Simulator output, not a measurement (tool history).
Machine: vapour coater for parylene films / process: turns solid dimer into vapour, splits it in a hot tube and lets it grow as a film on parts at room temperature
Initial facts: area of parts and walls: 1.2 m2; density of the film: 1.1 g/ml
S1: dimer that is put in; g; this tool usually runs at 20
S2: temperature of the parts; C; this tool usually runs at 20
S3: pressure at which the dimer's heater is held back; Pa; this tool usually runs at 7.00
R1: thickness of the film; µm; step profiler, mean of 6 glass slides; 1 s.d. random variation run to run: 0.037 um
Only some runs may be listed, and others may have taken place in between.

Run 1, hour 0.0: usual settings. Result: R1 8.22 µm.
Run 2, hour 42.4: usual settings but S3 11.72 Pa. Result: R1 7.68 µm.
Run 3, hour 81.8: usual settings. Result: R1 8.17 µm.
Run 4, hour 102.0: usual settings but S3 5.21 Pa. Result: R1 8.55 µm.
Run 5, hour 141.1: usual settings but S3 5.21 Pa. Result: R1 8.55 µm.
At hour 148.1: trap's valve overhauled.
Run 6, hour 174.6: usual settings. Result: R1 8.30 µm.
Run 7, hour 218.2: usual settings. Result: R1 8.24 µm.
Run 8, hour 251.4: usual settings. Result: R1 8.36 µm.
Run 9, hour 291.4: usual settings. Result: R1 8.32 µm.
Run 10, hour 323.0: usual settings. Result: R1 8.37 µm.
Run 11, hour 361.8: usual settings. Result: R1 8.39 µm.
Run 12, hour 387.7: usual settings but S3 11.73 Pa. Result: R1 7.71 µm.
Run 13, hour 423.3: usual settings but S1 15 g. Result: R1 6.26 µm.
Run 14, hour 443.3: usual settings but S1 15 g, S3 2.39 Pa. Result: R1 7.31 µm.
At hour 448.9: gauge calibrated.
Run 15, hour 482.3: usual settings but S1 15 g, S3 2.39 Pa. Result: R1 7.19 µm.
Run 16, hour 511.0: usual settings but S2 29 C. Result: R1 5.37 µm.
At hour 523.2: trap's valve overhauled.
Run 17, hour 536.2: usual settings but S2 29 C. Result: R1 5.39 µm.
Run 18, hour 567.2: usual settings but S2 29 C. Result: R1 5.39 µm.
Run 19, hour 592.1: usual settings but S2 29 C. Result: R1 5.39 µm.
Run 20, hour 616.7: usual settings but S2 29 C. Result: R1 5.42 µm.
Run 21, hour 649.5: usual settings but S2 29 C. Result: R1 5.42 µm.
At hour 678.0: table's thermometer calibrated.
Run 22, hour 678.0: usual settings but S1 21 g, S2 19 C, S3 2.43 Pa. Result: R1 10.67 µm.
Run 23, hour 711.7: usual settings but S2 24 C. Result: R1 6.87 µm.
Run 24, hour 756.4: usual settings but S2 24 C. Result: R1 6.91 µm.
Run 25, hour 777.4: usual settings but S1 15 g. Result: R1 6.26 µm.
Run 26, hour 816.4: usual settings but S2 17 C, S3 6.07 Pa. Result: R1 9.84 µm.
Run 27, hour 838.8: usual settings but S2 28 C, S3 4.42 Pa. Result: R1 6.09 µm.
Run 28, hour 865.1: usual settings but S2 28 C, S3 4.42 Pa. Result: R1 6.10 µm.
At hour 900.2: trap's valve overhauled.
Run 29, hour 905.7: usual settings but S1 10 g, S2 26 C. Result: R1 3.16 µm.
Run 30, hour 947.9: usual settings but S1 10 g, S2 26 C. Result: R1 3.17 µm.
Run 31, hour 973.4: usual settings but S1 10 g, S2 26 C. Result: R1 3.18 µm.
Run 32, hour 1003.1: usual settings but S1 10 g, S2 30 C, S3 7.57 Pa. Result: R1 2.61 µm.
Run 33, hour 1027.6: usual settings but S3 6.16 Pa. Result: R1 8.58 µm.
Run 34, hour 1060.2: usual settings but S1 11 g, S2 19 C, S3 4.86 Pa. Result: R1 5.10 µm.
Run 35, hour 1091.7: usual settings but S1 17 g, S2 22 C, S3 4.50 Pa. Result: R1 6.98 µm.
Run 36, hour 1117.3: usual settings but S1 17 g, S2 19 C, S3 4.50 Pa. Result: R1 8.10 µm.

Here are 5 independent what-if runs from the current tool condition. What would each one return?
Run A, hour 1140.1: usual settings but S1 10 g, S2 16 C, S3 2.05 Pa. Result: R1 ?.
Run B, hour 1140.1: usual settings but S1 12 g, S2 18 C, S3 5.84 Pa. Result: R1 ?.
Run C, hour 1140.1: usual settings but S1 19 g, S2 28 C, S3 3.40 Pa. Result: R1 ?.
Run D, hour 1140.1: usual settings but S2 23 C, S3 4.31 Pa. Result: R1 ?.
Run E, hour 1140.1: usual settings but S1 17 g, S3 7.97 Pa. Result: R1 ?.

run    R1
  A  6.10
  B  5.73
  C  6.08
  D  7.87
  E  7.08
With the hidden condition removed and each run's random variation left untouched, the same runs would have given:
run    R1
  A  5.91
  B  5.55
  C  5.89
  D  7.63
  E  6.86

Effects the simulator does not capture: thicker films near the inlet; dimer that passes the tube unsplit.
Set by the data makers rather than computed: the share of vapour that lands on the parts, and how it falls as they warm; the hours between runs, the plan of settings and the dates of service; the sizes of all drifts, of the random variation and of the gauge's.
